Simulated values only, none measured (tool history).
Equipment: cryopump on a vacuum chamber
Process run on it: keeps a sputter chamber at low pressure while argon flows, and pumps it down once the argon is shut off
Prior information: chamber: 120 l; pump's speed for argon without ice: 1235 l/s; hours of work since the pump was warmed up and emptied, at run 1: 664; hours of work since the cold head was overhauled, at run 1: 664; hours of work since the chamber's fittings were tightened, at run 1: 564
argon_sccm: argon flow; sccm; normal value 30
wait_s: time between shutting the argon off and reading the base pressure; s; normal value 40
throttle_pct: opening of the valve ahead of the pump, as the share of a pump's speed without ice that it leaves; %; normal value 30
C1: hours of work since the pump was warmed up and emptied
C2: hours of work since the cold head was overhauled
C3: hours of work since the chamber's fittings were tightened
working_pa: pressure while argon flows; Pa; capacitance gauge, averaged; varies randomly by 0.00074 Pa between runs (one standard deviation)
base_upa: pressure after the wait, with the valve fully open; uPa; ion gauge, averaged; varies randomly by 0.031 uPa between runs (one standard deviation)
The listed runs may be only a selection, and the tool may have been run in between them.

run 1 hour=0.0 | argon_sccm=30 wait_s=40 throttle_pct=30 | C1=664 C2=664 C3=564 | working_pa=0.1410 base_upa=1.87
run 2 hour=111.9 | argon_sccm=27 wait_s=40 throttle_pct=30 | C1=757 C2=757 C3=657 | working_pa=0.1262 base_upa=1.95
run 3 hour=209.5 | argon_sccm=27 wait_s=40 throttle_pct=30 | C1=839 C2=839 C3=738 | working_pa=0.1272 base_upa=1.93
run 4 hour=326.3 | argon_sccm=27 wait_s=40 throttle_pct=30 | C1=936 C2=936 C3=836 | working_pa=0.1286 base_upa=2.07
run 5 hour=411.2 | argon_sccm=27 wait_s=40 throttle_pct=30 | C1=1007 C2=1007 C3=906 | working_pa=0.1293 base_upa=2.06
-- hour=501.6 pump warmed up, emptied and cooled again
run 6 hour=511.6 | argon_sccm=27 wait_s=40 throttle_pct=30 | C1=8 C2=1086 C3=986 | working_pa=0.1233 base_upa=1.99
run 7 hour=640.4 | argon_sccm=27 wait_s=40 throttle_pct=30 | C1=116 C2=1194 C3=1093 | working_pa=0.1242 base_upa=2.06
run 8 hour=722.9 | argon_sccm=37 wait_s=40 throttle_pct=30 | C1=184 C2=1262 C3=1162 | working_pa=0.1705 base_upa=2.18
run 9 hour=838.4 | argon_sccm=30 wait_s=164 throttle_pct=30 | C1=281 C2=1359 C3=1258 | working_pa=0.1395 base_upa=1.20
run 10 hour=907.5 | argon_sccm=30 wait_s=40 throttle_pct=45 | C1=338 C2=1416 C3=1316 | working_pa=0.0948 base_upa=2.22
run 11 hour=984.8 | argon_sccm=30 wait_s=40 throttle_pct=45 | C1=403 C2=1481 C3=1380 | working_pa=0.0948 base_upa=2.20
run 12 hour=1088.3 | argon_sccm=30 wait_s=40 throttle_pct=30 | C1=489 C2=1567 C3=1467 | working_pa=0.1405 base_upa=2.27
run 13 hour=1145.7 | argon_sccm=30 wait_s=39 throttle_pct=30 | C1=537 C2=1615 C3=1514 | working_pa=0.1403 base_upa=2.39
run 14 hour=1233.6 | argon_sccm=30 wait_s=39 throttle_pct=30 | C1=610 C2=1688 C3=1588 | working_pa=0.1397 base_upa=2.45
run 15 hour=1340.1 | argon_sccm=34 wait_s=81 throttle_pct=30 | C1=699 C2=1777 C3=1676 | working_pa=0.1611 base_upa=1.80
run 16 hour=1460.6 | argon_sccm=34 wait_s=81 throttle_pct=30 | C1=799 C2=1877 C3=1777 | working_pa=0.1619 base_upa=1.85
run 17 hour=1565.8 | argon_sccm=16 wait_s=40 throttle_pct=28 | C1=887 C2=1965 C3=1864 | working_pa=0.0825 base_upa=2.62
run 18 hour=1633.7 | argon_sccm=16 wait_s=149 throttle_pct=28 | C1=943 C2=2021 C3=1921 | working_pa=0.0810 base_upa=1.65
run 19 hour=1760.2 | argon_sccm=16 wait_s=149 throttle_pct=28 | C1=1049 C2=2127 C3=2026 | working_pa=0.0820 base_upa=1.74
-- hour=1801.2 pump warmed up, emptied and cooled again
run 20 hour=1819.4 | argon_sccm=16 wait_s=149 throttle_pct=28 | C1=15 C2=2172 C3=2072 | working_pa=0.0799 base_upa=1.60
run 21 hour=1950.8 | argon_sccm=16 wait_s=149 throttle_pct=28 | C1=125 C2=2281 C3=2181 | working_pa=0.0797 base_upa=1.65
run 22 hour=2062.5 | argon_sccm=52 wait_s=149 throttle_pct=46 | C1=218 C2=2375 C3=2274 | working_pa=0.1598 base_upa=1.65
run 23 hour=2192.8 | argon_sccm=52 wait_s=91 throttle_pct=46 | C1=326 C2=2483 C3=2383 | working_pa=0.1600 base_upa=1.94
run 24 hour=2320.2 | argon_sccm=21 wait_s=67 throttle_pct=46 | C1=433 C2=2589 C3=2489 | working_pa=0.0660 base_upa=2.29
run 25 hour=2398.8 | argon_sccm=23 wait_s=27 throttle_pct=39 | C1=498 C2=2655 C3=2555 | working_pa=0.0836 base_upa=3.52
run 26 hour=2521.8 | argon_sccm=27 wait_s=140 throttle_pct=33 | C1=600 C2=2757 C3=2657 | working_pa=0.1157 base_upa=2.05
run 27 hour=2652.6 | argon_sccm=20 wait_s=40 throttle_pct=30 | C1=710 C2=2866 C3=2766 | working_pa=0.0942 base_upa=3.05
run 28 hour=2732.9 | argon_sccm=36 wait_s=80 throttle_pct=42 | C1=776 C2=2933 C3=2833 | working_pa=0.1249 base_upa=2.40

Predict each of these 5 candidate next runs independently; none follows another, all start after run 28:
run A hour=2861.0 | argon_sccm=29 wait_s=261 throttle_pct=18 | C1=883 C2=3040 C3=2940 | working_pa=? base_upa=?
run B hour=2861.0 | argon_sccm=30 wait_s=204 throttle_pct=30 | C1=883 C2=3040 C3=2940 | working_pa=? base_upa=?
run C hour=2861.0 | argon_sccm=30 wait_s=112 throttle_pct=22 | C1=883 C2=3040 C3=2940 | working_pa=? base_upa=?
run D hour=2861.0 | argon_sccm=36 wait_s=37 throttle_pct=42 | C1=883 C2=3040 C3=2940 | working_pa=? base_upa=?
run E hour=2861.0 | argon_sccm=30 wait_s=39 throttle_pct=30 | C1=883 C2=3040 C3=2940 | working_pa=? base_upa=?

run=A working_pa=0.2272 base_upa=2.01
run=B working_pa=0.1431 base_upa=2.08
run=C working_pa=0.1936 base_upa=2.28
run=D working_pa=0.1267 base_upa=3.15
run=E working_pa=0.1420 base_upa=3.19
Without the tool's hidden state the same runs would have given:
run=A working_pa=0.2208 base_upa=0.43
run=B working_pa=0.1365 base_upa=0.51
run=C working_pa=0.1869 base_upa=0.71
run=D working_pa=0.1186 base_upa=1.61
run=E working_pa=0.1354 base_upa=1.61
